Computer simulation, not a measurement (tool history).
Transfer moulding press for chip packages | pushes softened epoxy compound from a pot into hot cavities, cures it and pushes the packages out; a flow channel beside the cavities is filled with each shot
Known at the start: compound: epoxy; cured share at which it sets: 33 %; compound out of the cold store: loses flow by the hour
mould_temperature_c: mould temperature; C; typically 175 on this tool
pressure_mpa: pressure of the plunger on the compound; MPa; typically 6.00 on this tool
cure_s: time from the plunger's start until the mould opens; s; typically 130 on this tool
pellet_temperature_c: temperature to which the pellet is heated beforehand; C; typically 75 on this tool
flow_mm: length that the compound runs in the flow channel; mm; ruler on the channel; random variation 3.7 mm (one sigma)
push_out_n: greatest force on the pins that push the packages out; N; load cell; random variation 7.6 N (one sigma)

run     day  mould_temperature_c  pressure_mpa  cure_s  pellet_temperature_c  incoming compound's hours out of the cold store  flow_mm  push_out_n
  1   0.000                  175          6.00     130                    75                                             41.3      624         324
  2   1.208                  175          7.04     130                    75                                             12.3      730         464
  3   2.254                  175          7.04     130                    82                                             41.4      669         485
  4   3.229                  175          7.04     130                    82                                             38.4      677         531
  5   3.783                  175          7.48     130                    82                                             40.7      697         536
      4.150  -- cavities cleaned with cleaning compound and waxed
  6   5.000                  175          6.00     120                    75                                             21.2      653         463
  7   6.288                  175          6.00     130                    75                                             24.6      638         511
  8   7.562                  179          6.00     130                    75                                             22.6      635         489
      8.329  -- cavities cleaned with cleaning compound and waxed
  9   8.833                  179          6.00     130                    75                                             24.9      626         338
 10   9.604                  179          6.00     130                    75                                             39.3      597         399
 11  10.258                  175          6.00     130                    75                                             33.5      629         495
 12  11.092                  175          6.00     130                    75                                             18.9      647         528
 13  11.862                  177          6.00     130                    75                                             30.4      617         513
     12.525  -- cavities cleaned with cleaning compound and waxed
 14  12.833                  175          6.00     130                    75                                             41.9      608         362
 15  13.571                  175          6.00     130                    75                                              9.8      660         443
 16  14.396                  175          5.55     130                    75                                             42.0      582         492
     15.100  -- plunger's sealing rings changed
 17  15.138                  175          5.55     130                    81                                             11.6      657         519
 18  16.354                  175          5.55     130                    81                                             23.6      638         554
     16.825  -- cavities cleaned with cleaning compound and waxed
 19  17.088                  176          5.55     130                    71                                             46.9      597         336
 20  17.679                  177          5.55     130                    65                                             37.3      603         379
 21  18.308                  181          5.55     130                    69                                             44.7      577         386
 22  19.088                  175          5.02     125                    78                                             16.1      619         540
 23  20.242                  175          6.00     130                    68                                             16.8      672         544
     20.979  -- cavities cleaned with cleaning compound and waxed
 24  21.054                  168          6.73     169                    75                                             17.0      741         331
 25  21.767                  168          6.73     169                    75                                             30.8      703         394
 26  22.708                  170          6.00     151                    76                                             24.1      674         486
 27  23.996                  168          6.00     151                    84                                             15.7      698         622
 28  24.929                  181          5.60     151                    78                                             24.1      612         456
     25.179  -- cavities cleaned with cleaning compound and waxed
 29  26.212                  181          5.60     151                    76                                             13.7      614         357

Pick out some run-to-run changes in flow_mm. Of each, how much would a tool without hidden state show as well, from the settings, what came in and chance, and how much is left for the hidden state and any gauge scatter not in both results compared?
Unlogged tool condition in this case: true mould temperature over the reading, C; pressure that reaches the compound, % of what is set; grip of the stained cavities, % over clean ones'; drift of the gauge itself on flow_mm, %; drift of the gauge itself on push_out_n, %.
Run 1 -> 2: pressure_mpa 6.00 -> 7.04. flow_mm +106 mm: hidden state -5, all else +111.
Run 16 -> 17: pellet_temperature_c 75 -> 81, plunger's sealing rings changed. flow_mm +75 mm: hidden state +27, all else +48.
Run 27 -> 28: mould_temperature_c 168 -> 181, pressure_mpa 6.00 -> 5.60, pellet_temperature_c 84 -> 78. flow_mm -86 mm: hidden state +1, all else -87.
